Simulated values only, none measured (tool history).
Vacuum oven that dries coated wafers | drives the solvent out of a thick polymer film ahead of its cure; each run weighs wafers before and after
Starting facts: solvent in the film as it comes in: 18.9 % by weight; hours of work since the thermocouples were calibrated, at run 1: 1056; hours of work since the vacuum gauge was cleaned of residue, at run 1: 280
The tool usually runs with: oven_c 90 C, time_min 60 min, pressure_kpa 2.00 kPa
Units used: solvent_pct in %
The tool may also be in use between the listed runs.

run	hour	oven_c	time_min	pressure_kpa	hours of work since the thermocouples were calibrated	hours of work since the vacuum gauge was cleaned of residue	solvent_pct
1	0.0	90	60	2.00	1056	280	2.12
2	54.1	105	60	2.00	1079	303	0.91
3	80.0	90	85	2.00	1089	313	1.79
4	134.0	90	85	2.00	1111	335	1.80
5	185.4	90	85	2.00	1132	356	1.87
6	222.7	90	60	2.00	1148	372	2.11
7	258.8	90	60	2.00	1163	387	2.16
8	301.4	90	60	2.00	1180	404	2.14
9	344.6	90	60	2.00	1198	422	2.16
10	381.4	90	60	2.00	1213	437	2.21
11	431.4	90	66	2.00	1233	457	2.02
12	488.1	103	60	6.29	1257	481	3.30
# hour 492.3: vacuum gauge cleaned of residue and calibrated
13	522.8	91	60	7.77	1270	12	6.50
14	570.1	82	60	2.64	1290	32	5.08
15	611.0	89	82	3.66	1306	49	3.41
16	663.5	87	41	1.52	1328	70	3.76
# hour 712.1: vacuum gauge cleaned of residue and calibrated, once more
17	712.1	87	41	1.52	1347	0	3.36
18	759.7	90	60	1.01	1367	20	1.24
19	809.9	83	32	4.64	1387	40	8.51
20	844.6	101	68	3.28	1401	54	1.77
21	885.8	90	91	1.06	1418	71	0.95
22	938.5	77	55	4.79	1440	93	9.48

Forecast each of these 3 alternatives for the next run:
A	990.0	86	43	4.09	1461	114	?
B	990.0	77	55	7.83	1461	114	?
C	990.0	92	60	2.00	1461	114	?

run	solvent_pct
A	5.59
B	12.50
C	1.71
With the hidden condition removed and each run's random variation left untouched, the same runs would have given:
run	solvent_pct
A	6.11
B	13.17
C	1.87
